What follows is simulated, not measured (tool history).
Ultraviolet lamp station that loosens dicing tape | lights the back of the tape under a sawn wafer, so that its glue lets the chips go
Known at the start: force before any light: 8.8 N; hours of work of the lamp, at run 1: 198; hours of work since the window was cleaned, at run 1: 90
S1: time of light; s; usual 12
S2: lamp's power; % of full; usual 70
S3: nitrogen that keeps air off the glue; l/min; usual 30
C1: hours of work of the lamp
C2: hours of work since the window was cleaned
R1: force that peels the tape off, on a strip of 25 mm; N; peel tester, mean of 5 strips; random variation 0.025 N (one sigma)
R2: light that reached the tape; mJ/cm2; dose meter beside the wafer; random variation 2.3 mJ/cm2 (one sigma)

run 1 hour=0.0 | S1=12 S2=70 S3=30 | C1=198 C2=90 | R1=1.646 R2=187
run 2 hour=16.4 | S1=12 S2=70 S3=30 | C1=209 C2=101 | R1=1.720 R2=190
run 3 hour=34.1 | S1=12 S2=70 S3=50 | C1=221 C2=113 | R1=1.423 R2=185
run 4 hour=48.4 | S1=12 S2=70 S3=45 | C1=231 C2=123 | R1=1.577 R2=186
run 5 hour=69.4 | S1=12 S2=86 S3=45 | C1=246 C2=138 | R1=1.085 R2=222
run 6 hour=97.2 | S1=12 S2=86 S3=45 | C1=265 C2=157 | R1=1.155 R2=222
run 7 hour=114.7 | S1=12 S2=86 S3=45 | C1=277 C2=169 | R1=1.109 R2=215
run 8 hour=132.4 | S1=12 S2=86 S3=14 | C1=289 C2=181 | R1=1.830 R2=215
run 9 hour=161.2 | S1=12 S2=70 S3=30 | C1=309 C2=201 | R1=1.936 R2=169
run 10 hour=181.1 | S1=12 S2=70 S3=15 | C1=322 C2=214 | R1=2.503 R2=167
run 11 hour=194.0 | S1=12 S2=71 S3=15 | C1=331 C2=223 | R1=2.525 R2=167
run 12 hour=208.0 | S1=12 S2=71 S3=15 | C1=341 C2=233 | R1=2.563 R2=170
run 13 hour=229.8 | S1=12 S2=71 S3=15 | C1=356 C2=248 | R1=2.522 R2=166
run 14 hour=244.1 | S1=12 S2=71 S3=15 | C1=366 C2=258 | R1=2.586 R2=158
run 15 hour=260.5 | S1=12 S2=71 S3=15 | C1=377 C2=269 | R1=2.659 R2=161
run 16 hour=280.0 | S1=19 S2=71 S3=15 | C1=390 C2=282 | R1=1.407 R2=249
-- hour=301.1 window cleaned of glue's vapour
run 17 hour=307.7 | S1=19 S2=71 S3=12 | C1=409 C2=5 | R1=1.981 R2=211
run 18 hour=320.8 | S1=16 S2=97 S3=17 | C1=418 C2=13 | R1=1.401 R2=247
-- hour=343.3 window cleaned of glue's vapour, once more
run 19 hour=343.3 | S1=16 S2=97 S3=17 | C1=433 C2=0 | R1=0.790 R2=325
run 20 hour=369.9 | S1=12 S2=70 S3=9 | C1=451 C2=18 | R1=2.860 R2=175
run 21 hour=388.7 | S1=7 S2=68 S3=24 | C1=464 C2=31 | R1=3.976 R2=100
run 22 hour=402.7 | S1=12 S2=63 S3=34 | C1=474 C2=41 | R1=2.137 R2=153
run 23 hour=417.5 | S1=8 S2=69 S3=58 | C1=484 C2=51 | R1=2.811 R2=109
run 24 hour=438.0 | S1=19 S2=86 S3=23 | C1=498 C2=65 | R1=0.683 R2=321
run 25 hour=452.9 | S1=11 S2=62 S3=15 | C1=508 C2=75 | R1=3.148 R2=127

Forecast run 26:
run 26 hour=472.2 | S1=16 S2=72 S3=30 | C1=522 C2=88 | R1=? R2=?

Run 26 gave R1 1.263 N, R2 222 mJ/cm2.
Without the tool's hidden state the same run would have given R1 0.656 N, R2 313 mJ/cm2.
